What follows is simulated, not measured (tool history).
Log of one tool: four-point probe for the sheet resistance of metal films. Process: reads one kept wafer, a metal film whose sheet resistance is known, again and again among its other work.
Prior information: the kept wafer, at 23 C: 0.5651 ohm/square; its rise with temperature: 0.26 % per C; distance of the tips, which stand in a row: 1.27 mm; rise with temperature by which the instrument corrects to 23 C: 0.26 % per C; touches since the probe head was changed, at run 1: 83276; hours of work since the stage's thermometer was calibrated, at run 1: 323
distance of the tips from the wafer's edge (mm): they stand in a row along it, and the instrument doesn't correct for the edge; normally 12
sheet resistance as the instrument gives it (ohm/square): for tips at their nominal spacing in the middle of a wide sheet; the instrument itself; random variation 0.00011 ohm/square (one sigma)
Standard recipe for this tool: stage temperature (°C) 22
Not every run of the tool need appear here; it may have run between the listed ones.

run,day,stage temperature (°C),distance of the tips from the wafer's edge (mm),touches since the probe head was changed,hours of work since the stage's thermometer was calibrated,sheet resistance as the instrument gives it (ohm/square)
1,0.000,22,12,83276,323,0.568275
# day 0.796: new probe head fitted
2,1.796,22,12,945,349,0.568466
3,3.683,22,12,2724,377,0.568312
4,5.642,22,12,4571,406,0.568376
5,6.975,22,12,5826,426,0.568545
6,8.879,22,12,7623,454,0.568457
7,9.838,27,12,8525,468,0.568302
8,11.233,27,12,9845,489,0.568225
9,12.100,27,12,10661,502,0.568321
10,13.342,34,8,11831,520,0.572544
11,14.379,20,17,12811,536,0.566864
12,16.179,22,71,14507,563,0.565414

Each row is a separate what-if for the run after 12, all from the same tool condition, not one after another. Results?
A,17.667,26,9,15907,585,?
B,17.667,31,16,15907,585,?
C,17.667,27,14,15907,585,?
D,17.667,31,70,15907,585,?
E,17.667,31,12,15907,585,?

run,sheet resistance as the instrument gives it (ohm/square)
A,0.570693
B,0.566835
C,0.567510
D,0.565037
E,0.568232
Without the tool's unlogged condition, the same runs would have read:
run,sheet resistance as the instrument gives it (ohm/square)
A,0.570767
B,0.566909
C,0.567585
D,0.565111
E,0.568307
